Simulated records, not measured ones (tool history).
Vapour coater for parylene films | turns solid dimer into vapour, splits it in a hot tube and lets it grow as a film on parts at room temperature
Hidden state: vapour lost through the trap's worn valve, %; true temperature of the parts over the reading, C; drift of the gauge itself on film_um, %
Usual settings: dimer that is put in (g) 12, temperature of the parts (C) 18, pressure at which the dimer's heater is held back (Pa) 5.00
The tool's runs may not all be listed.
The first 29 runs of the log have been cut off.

| run | hour | dimer that is put in (g) | temperature of the parts (C) | pressure at which the dimer's heater is held back (Pa) | hours of work since the trap's valve was overhauled | hours of work since the table's thermometer was calibrated | thickness of the film (nm) |
|---|---|---|---|---|---|---|---|
| 30 | 539.3 | 16 | 10 | 5.00 | 219 | 897 | 9860 |
| 31 | 556.3 | 18 | 16 | 3.60 | 231 | 909 | 9510 |
| 32 | 575.5 | 14 | 11 | 2.64 | 245 | 923 | 8630 |
| 33 | 600.3 | 14 | 11 | 2.64 | 264 | 941 | 8640 |
| 34 | 623.4 | 8 | 13 | 9.65 | 280 | 958 | 4260 |
| 35 | 641.8 | 17 | 25 | 4.54 | 294 | 972 | 6800 |
| 36 | 656.6 | 13 | 12 | 2.66 | 305 | 983 | 7680 |
| 37 | 678.0 | 17 | 12 | 2.75 | 321 | 999 | 10030 |
| 38 | 689.1 | 8 | 12 | 4.11 | 329 | 1007 | 4560 |
| 39 | 710.5 | 8 | 15 | 2.08 | 345 | 1023 | 4390 |
| 40 | 721.3 | 12 | 16 | 2.12 | 353 | 1030 | 6450 |
| 41 | 739.3 | 12 | 10 | 3.67 | 366 | 1044 | 7370 |
| 42 | 756.0 | 12 | 12 | 9.59 | 378 | 1056 | 6610 |
| 43 | 782.5 | 12 | 12 | 9.59 | 398 | 1076 | 6610 |
| 44 | 796.5 | 12 | 26 | 9.59 | 408 | 1086 | 4500 |
| 45 | 812.5 | 21 | 26 | 4.02 | 420 | 1098 | 8050 |
| 46 | 834.4 | 11 | 24 | 6.85 | 436 | 1114 | 4260 |
| 47 | 857.8 | 8 | 14 | 2.39 | 453 | 1131 | 4420 |

Here are 3 independent what-if runs from the current tool condition. What would each one return?
| A | 879.4 | 5 | 15 | 2.39 | 469 | 1147 | ? |
| B | 879.4 | 8 | 12 | 2.39 | 469 | 1147 | ? |
| C | 879.4 | 5 | 18 | 5.00 | 469 | 1147 | ? |

| run | thickness of the film (nm) |
|---|---|
| A | 2670 |
| B | 4710 |
| C | 2350 |
Stripped of hidden state, with their random variation kept, the same runs would have yielded:
| run | thickness of the film (nm) |
|---|---|
| A | 2890 |
| B | 5100 |
| C | 2540 |

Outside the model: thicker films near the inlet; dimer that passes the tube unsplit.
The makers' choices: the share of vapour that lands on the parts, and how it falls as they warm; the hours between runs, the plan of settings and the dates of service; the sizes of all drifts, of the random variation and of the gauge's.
